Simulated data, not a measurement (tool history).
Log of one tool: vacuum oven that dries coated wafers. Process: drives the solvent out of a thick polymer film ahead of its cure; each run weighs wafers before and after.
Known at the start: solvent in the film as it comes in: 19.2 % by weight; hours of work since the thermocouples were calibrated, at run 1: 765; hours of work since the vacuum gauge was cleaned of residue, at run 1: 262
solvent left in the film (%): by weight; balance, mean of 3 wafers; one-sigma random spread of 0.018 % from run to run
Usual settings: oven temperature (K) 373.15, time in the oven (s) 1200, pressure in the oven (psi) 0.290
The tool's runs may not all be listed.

run	hour	oven temperature (K)	time in the oven (s)	pressure in the oven (psi)	hours of work since the thermocouples were calibrated	hours of work since the vacuum gauge was cleaned of residue	solvent left in the film (%)
1	0.0	373.15	1200	0.290	765	262	1.70
2	30.8	373.15	1200	0.290	780	277	1.71
3	55.4	373.15	1200	0.290	792	289	1.68
4	94.7	373.15	1200	0.290	811	308	1.70
5	116.2	373.15	1740	0.290	822	318	1.09
6	155.7	373.15	1200	0.290	841	337	1.69
7	194.0	373.15	1200	0.290	860	356	1.71
8	218.6	373.15	1200	0.290	872	368	1.69
9	238.8	373.15	1200	0.387	882	378	1.92
10	265.5	373.15	1200	0.387	895	391	1.93
11	293.3	373.15	780	0.290	908	404	3.15
12	330.0	373.15	780	0.290	926	422	3.13
13	357.8	373.15	780	0.290	939	436	3.18
14	380.0	373.15	780	0.290	950	446	3.13
15	404.9	373.15	1200	0.747	962	459	2.83
16	435.6	373.15	1200	0.747	977	473	2.84
# hour 468.9: oven's thermocouples calibrated
17	472.2	373.15	1200	0.747	2	490	2.71
18	490.8	373.15	1200	0.747	11	499	2.69
19	531.4	364.15	1200	0.290	30	519	2.99
20	570.7	364.15	1200	0.290	50	538	2.97
21	604.4	364.15	1200	0.197	66	555	2.68
22	628.2	373.15	780	0.290	77	566	2.96
23	646.6	373.15	780	0.290	86	575	2.96
24	674.9	373.15	1380	0.772	100	589	2.50
# hour 699.0: oven's thermocouples calibrated, once more
25	707.4	373.15	840	0.235	4	604	3.03
26	745.1	363.15	1680	0.244	22	622	2.32
27	783.5	363.15	1680	0.244	41	641	2.31
28	823.6	383.15	2160	0.244	61	660	0.53
29	842.7	383.15	2160	0.244	70	669	0.51
30	866.3	383.15	2160	0.244	81	681	0.51
31	889.7	383.15	2160	0.244	93	692	0.56
32	916.7	383.15	2160	0.244	106	705	0.49
33	953.7	383.15	2100	0.342	124	723	0.74
34	988.0	383.15	2100	0.342	140	740	0.72
35	1025.7	369.15	1080	0.263	159	758	2.81
36	1058.3	369.15	1080	0.263	175	774	2.79
37	1084.6	369.15	1080	0.187	187	787	2.61
38	1112.6	364.15	660	0.408	201	801	6.78
39	1133.7	364.15	1140	0.293	211	811	3.73
40	1164.7	363.15	1320	1.137	226	826	6.37
41	1191.2	363.15	1320	1.137	239	839	6.35
42	1207.8	378.15	1500	0.290	247	847	0.93
43	1225.7	378.15	1500	0.290	256	856	0.93
44	1243.7	378.15	1500	0.290	265	864	0.97
45	1281.5	378.15	1500	0.290	283	883	0.96
46	1322.4	378.15	1500	0.290	303	903	0.98

3 options for the next run, each taken on its own from the tool as it stands now. Forecast them:
A	1355.5	361.15	720	0.421	319	919	?
B	1355.5	378.15	1320	0.303	319	919	?
C	1355.5	378.15	1260	0.290	319	919	?

run	solvent left in the film (%)
A	7.13
B	1.11
C	1.18
Without the tool's hidden state the same runs would have given:
run	solvent left in the film (%)
A	7.13
B	1.08
C	1.16

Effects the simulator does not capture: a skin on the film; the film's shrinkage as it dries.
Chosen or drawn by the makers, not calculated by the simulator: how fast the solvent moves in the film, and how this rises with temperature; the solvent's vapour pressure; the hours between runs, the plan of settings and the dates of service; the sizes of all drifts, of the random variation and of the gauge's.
